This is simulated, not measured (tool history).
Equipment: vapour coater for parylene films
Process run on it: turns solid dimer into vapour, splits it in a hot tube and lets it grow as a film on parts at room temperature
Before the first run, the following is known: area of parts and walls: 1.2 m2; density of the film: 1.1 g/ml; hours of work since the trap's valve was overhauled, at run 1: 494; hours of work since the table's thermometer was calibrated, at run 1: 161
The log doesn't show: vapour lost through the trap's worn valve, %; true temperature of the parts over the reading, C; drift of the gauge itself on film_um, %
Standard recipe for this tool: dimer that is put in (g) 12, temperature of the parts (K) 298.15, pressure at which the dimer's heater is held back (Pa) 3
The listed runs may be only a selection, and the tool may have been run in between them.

| run | hour | dimer that is put in (g) | temperature of the parts (K) | pressure at which the dimer's heater is held back (Pa) | hours of work since the trap's valve was overhauled | hours of work since the table's thermometer was calibrated | thickness of the film (nm) |
|---|---|---|---|---|---|---|---|
| 1 | 0 | 12 | 298.15 | 3 | 494 | 161 | 6450 |
| 2 | 10.3 | 12 | 298.15 | 3 | 498 | 165 | 6400 |
| 3 | 18 | 7 | 298.15 | 3 | 501 | 168 | 3630 |
| 4 | 34.6 | 7 | 298.15 | 3 | 508 | 175 | 3680 |
| 5 | 53.1 | 7 | 298.15 | 3 | 515 | 182 | 3680 |
| 6 | 63.1 | 7 | 298.15 | 3 | 519 | 186 | 3670 |
| 7 | 78.2 | 6 | 298.15 | 3 | 525 | 192 | 3130 |
| 8 | 91.1 | 6 | 298.15 | 3 | 531 | 197 | 3150 |
| 9 | 99.4 | 6 | 290.15 | 3 | 534 | 201 | 3870 |
| 10 | 116.5 | 6 | 290.15 | 3 | 541 | 208 | 3740 |
| 11 | 131.4 | 6 | 290.15 | 3 | 547 | 214 | 3800 |
| 12 | 148.1 | 6 | 290.15 | 7.6 | 553 | 220 | 3080 |
| 13 | 162 | 6 | 290.15 | 9.61 | 559 | 226 | 2890 |
| 14 | 177.7 | 6 | 290.15 | 9.61 | 565 | 232 | 2950 |
| 15 | 196.4 | 6 | 290.15 | 9.61 | 573 | 240 | 2940 |
| 16 | 208.1 | 19 | 304.15 | 8.97 | 577 | 244 | 6660 |
| 17 | 216.6 | 12 | 298.15 | 3 | 581 | 248 | 6200 |
| 18 | 227.3 | 17 | 304.15 | 6.82 | 585 | 252 | 6370 |
| 19 | 239.4 | 9 | 298.15 | 3.68 | 590 | 257 | 4480 |
|  | 257.3 | trap's valve overhauled |
| 20 | 259.3 | 9 | 298.15 | 3.26 | 1 | 263 | 5070 |
| 21 | 278 | 14 | 297.15 | 3 | 8 | 271 | 8130 |
| 22 | 289.5 | 6 | 292.15 | 8.33 | 13 | 275 | 3080 |
| 23 | 306.8 | 15 | 294.15 | 3 | 20 | 282 | 9350 |
| 24 | 325.5 | 9 | 290.15 | 3 | 27 | 290 | 6070 |
| 25 | 337.2 | 7 | 296.15 | 9.54 | 32 | 294 | 3220 |
| 26 | 347.2 | 7 | 296.15 | 2.79 | 36 | 298 | 4150 |
| 27 | 357 | 12 | 298.15 | 9.25 | 40 | 302 | 5310 |
| 28 | 371.1 | 5 | 298.15 | 2.37 | 45 | 308 | 2910 |
| 29 | 382.6 | 7 | 298.15 | 5.79 | 50 | 312 | 3430 |
| 30 | 397.7 | 6 | 295.15 | 5.42 | 56 | 319 | 3210 |

Below are 3 alternative next runs, each starting from the tool's condition after run 30. Predict each:
| A | 411.5 | 6 | 300.15 | 5.42 | 62 | 324 | ? |
| B | 411.5 | 8 | 295.15 | 6.65 | 62 | 324 | ? |
| C | 411.5 | 6 | 294.15 | 3.11 | 62 | 324 | ? |

| run | thickness of the film (nm) |
|---|---|
| A | 2840 |
| B | 4050 |
| C | 3640 |
The same runs, with their run-to-run variation unchanged, on a tool lacking any hidden condition would have given:
| run | thickness of the film (nm) |
|---|---|
| A | 2870 |
| B | 4100 |
| C | 3670 |
